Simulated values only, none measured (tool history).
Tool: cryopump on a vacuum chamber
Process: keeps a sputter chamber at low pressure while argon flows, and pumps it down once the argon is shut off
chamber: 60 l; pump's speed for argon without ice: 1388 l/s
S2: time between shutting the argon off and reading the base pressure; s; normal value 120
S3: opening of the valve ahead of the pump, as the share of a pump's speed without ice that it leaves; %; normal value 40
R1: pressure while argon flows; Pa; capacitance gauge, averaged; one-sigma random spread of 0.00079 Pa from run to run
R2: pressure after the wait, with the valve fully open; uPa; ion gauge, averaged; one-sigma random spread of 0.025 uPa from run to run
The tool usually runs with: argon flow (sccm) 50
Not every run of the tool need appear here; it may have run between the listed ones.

run 1 day=0.000 | argon_flow_(sccm)=50 S2=120 S3=40 | R1=0.1556 R2=3.29
run 2 day=0.575 | argon_flow_(sccm)=50 S2=120 S3=40 | R1=0.1564 R2=3.26
run 3 day=1.146 | argon_flow_(sccm)=50 S2=120 S3=40 | R1=0.1550 R2=3.28
run 4 day=1.862 | argon_flow_(sccm)=20 S2=120 S3=40 | R1=0.0623 R2=3.28
run 5 day=2.338 | argon_flow_(sccm)=20 S2=120 S3=40 | R1=0.0628 R2=3.22
run 6 day=2.675 | argon_flow_(sccm)=50 S2=120 S3=20 | R1=0.3090 R2=3.27
run 7 day=3.250 | argon_flow_(sccm)=59 S2=120 S3=40 | R1=0.1836 R2=3.45
-- day=4.025 leaking fittings of the chamber tightened, without venting
run 8 day=4.050 | argon_flow_(sccm)=92 S2=120 S3=40 | R1=0.2887 R2=1.09
run 9 day=4.704 | argon_flow_(sccm)=92 S2=120 S3=40 | R1=0.2870 R2=1.08
run 10 day=5.350 | argon_flow_(sccm)=50 S2=120 S3=29 | R1=0.2148 R2=1.05
run 11 day=5.754 | argon_flow_(sccm)=50 S2=120 S3=29 | R1=0.2146 R2=1.10
run 12 day=6.550 | argon_flow_(sccm)=50 S2=120 S3=25 | R1=0.2486 R2=1.09
run 13 day=7.054 | argon_flow_(sccm)=58 S2=120 S3=40 | R1=0.1816 R2=1.12
run 14 day=7.667 | argon_flow_(sccm)=58 S2=120 S3=40 | R1=0.1816 R2=1.09
run 15 day=8.375 | argon_flow_(sccm)=39 S2=85 S3=18 | R1=0.2658 R2=1.42
run 16 day=8.938 | argon_flow_(sccm)=42 S2=85 S3=30 | R1=0.1746 R2=1.46
run 17 day=9.621 | argon_flow_(sccm)=34 S2=85 S3=15 | R1=0.2781 R2=1.50
run 18 day=10.183 | argon_flow_(sccm)=34 S2=85 S3=15 | R1=0.2803 R2=1.47
run 19 day=10.533 | argon_flow_(sccm)=31 S2=120 S3=40 | R1=0.0971 R2=1.08
run 20 day=10.896 | argon_flow_(sccm)=63 S2=104 S3=21 | R1=0.3716 R2=1.22
run 21 day=11.650 | argon_flow_(sccm)=86 S2=97 S3=24 | R1=0.4439 R2=1.36
run 22 day=12.038 | argon_flow_(sccm)=86 S2=97 S3=24 | R1=0.4449 R2=1.29

Measured minus without-hidden-state, run by run (identical run-to-run variation in each term; gauge scatter may differ):
Hidden state at play: pump's speed, % of a pump's without ice; cold plate's temperature, K; leak into the chamber, uPa l/s; drift of the gauge itself on working_pa, %; drift of the gauge itself on base_upa, %.
run=1 R1=+0.0036 R2=+2.27
run=2 R1=+0.0036 R2=+2.24
run=3 R1=+0.0037 R2=+2.27
run=4 R1=+0.0015 R2=+2.27
run=5 R1=+0.0015 R2=+2.22
run=6 R1=+0.0039 R2=+2.27
run=7 R1=+0.0047 R2=+2.36
run=8 R1=+0.0075 R2=+0.03
run=9 R1=+0.0076 R2=+0.03
run=10 R1=+0.0043 R2=+0.04
run=11 R1=+0.0043 R2=+0.04
run=12 R1=+0.0044 R2=+0.06
run=13 R1=+0.0051 R2=+0.05
run=14 R1=+0.0052 R2=+0.06
run=15 R1=+0.0035 R2=+0.07
run=16 R1=+0.0039 R2=+0.08
run=17 R1=+0.0032 R2=+0.09
run=18 R1=+0.0033 R2=+0.09
run=19 R1=+0.0030 R2=+0.09
run=20 R1=+0.0062 R2=+0.10
run=21 R1=+0.0086 R2=+0.11
run=22 R1=+0.0087 R2=+0.12
